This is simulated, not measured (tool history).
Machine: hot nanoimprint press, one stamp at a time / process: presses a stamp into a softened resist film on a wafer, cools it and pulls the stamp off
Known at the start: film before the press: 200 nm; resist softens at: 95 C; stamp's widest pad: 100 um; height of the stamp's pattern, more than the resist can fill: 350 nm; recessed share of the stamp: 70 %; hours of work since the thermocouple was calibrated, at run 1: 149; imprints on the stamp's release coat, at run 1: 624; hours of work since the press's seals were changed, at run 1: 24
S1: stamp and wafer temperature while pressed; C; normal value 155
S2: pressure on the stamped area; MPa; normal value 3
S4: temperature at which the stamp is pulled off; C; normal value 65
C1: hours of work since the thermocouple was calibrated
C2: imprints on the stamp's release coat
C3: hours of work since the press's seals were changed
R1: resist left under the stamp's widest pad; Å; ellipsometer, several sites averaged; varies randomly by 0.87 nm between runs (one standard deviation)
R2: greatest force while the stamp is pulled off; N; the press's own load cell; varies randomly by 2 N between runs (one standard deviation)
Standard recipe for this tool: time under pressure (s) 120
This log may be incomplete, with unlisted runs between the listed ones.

{"run": 1, "hour": 0.0, "S1": 155, "S2": 3, "time under pressure (s)": 120, "S4": 65, "C1": 149, "C2": 624, "C3": 24, "R1": 1199, "R2": 144}
{"run": 2, "hour": 7.6, "S1": 155, "S2": 3, "time under pressure (s)": 120, "S4": 65, "C1": 154, "C2": 668, "C3": 30, "R1": 1202, "R2": 141}
{"run": 3, "hour": 13.9, "S1": 155, "S2": 3, "time under pressure (s)": 120, "S4": 65, "C1": 159, "C2": 705, "C3": 34, "R1": 1203, "R2": 148}
{"run": 4, "hour": 22.0, "S1": 155, "S2": 3, "time under pressure (s)": 120, "S4": 65, "C1": 165, "C2": 751, "C3": 40, "R1": 1219, "R2": 146}
{"run": 5, "hour": 31.9, "S1": 155, "S2": 3, "time under pressure (s)": 65, "S4": 65, "C1": 172, "C2": 809, "C3": 47, "R1": 1406, "R2": 146}
{"run": 6, "hour": 38.9, "S1": 155, "S2": 3, "time under pressure (s)": 65, "S4": 65, "C1": 177, "C2": 849, "C3": 52, "R1": 1406, "R2": 144}
{"run": 7, "hour": 43.3, "S1": 165, "S2": 3, "time under pressure (s)": 120, "S4": 65, "C1": 180, "C2": 874, "C3": 55, "R1": 893, "R2": 140}
{"run": 8, "hour": 53.1, "S1": 165, "S2": 3, "time under pressure (s)": 120, "S4": 65, "C1": 187, "C2": 931, "C3": 63, "R1": 899, "R2": 147}
{"hour": 67.8, "done": "stamp cleaned and given a new release coat"}
{"run": 9, "hour": 69.8, "S1": 155, "S2": 3, "time under pressure (s)": 120, "S4": 65, "C1": 195, "C2": 11, "C3": 70, "R1": 1214, "R2": 137}
{"run": 10, "hour": 77.6, "S1": 157, "S2": 3, "time under pressure (s)": 120, "S4": 65, "C1": 201, "C2": 57, "C3": 76, "R1": 1146, "R2": 135}
{"run": 11, "hour": 84.5, "S1": 155, "S2": 3, "time under pressure (s)": 120, "S4": 65, "C1": 206, "C2": 97, "C3": 81, "R1": 1209, "R2": 132}
{"run": 12, "hour": 91.7, "S1": 155, "S2": 3, "time under pressure (s)": 120, "S4": 65, "C1": 211, "C2": 138, "C3": 86, "R1": 1208, "R2": 137}
{"hour": 95.3, "done": "plate thermocouple calibrated"}
{"run": 13, "hour": 102.1, "S1": 155, "S2": 3, "time under pressure (s)": 120, "S4": 65, "C1": 5, "C2": 181, "C3": 92, "R1": 1237, "R2": 139}
{"run": 14, "hour": 111.4, "S1": 155, "S2": 3, "time under pressure (s)": 120, "S4": 65, "C1": 12, "C2": 235, "C3": 98, "R1": 1243, "R2": 135}

Predict the results of run 15:
{"run": 15, "hour": 121.7, "S1": 155, "S2": 3, "time under pressure (s)": 120, "S4": 65, "C1": 19, "C2": 295, "C3": 106, "R1": "?", "R2": "?"}

{"run 15": {"R1": 1225, "R2": 135}}
Had the tool carried no hidden state, the very same run would have given R1 1165 Å, R2 129 N.

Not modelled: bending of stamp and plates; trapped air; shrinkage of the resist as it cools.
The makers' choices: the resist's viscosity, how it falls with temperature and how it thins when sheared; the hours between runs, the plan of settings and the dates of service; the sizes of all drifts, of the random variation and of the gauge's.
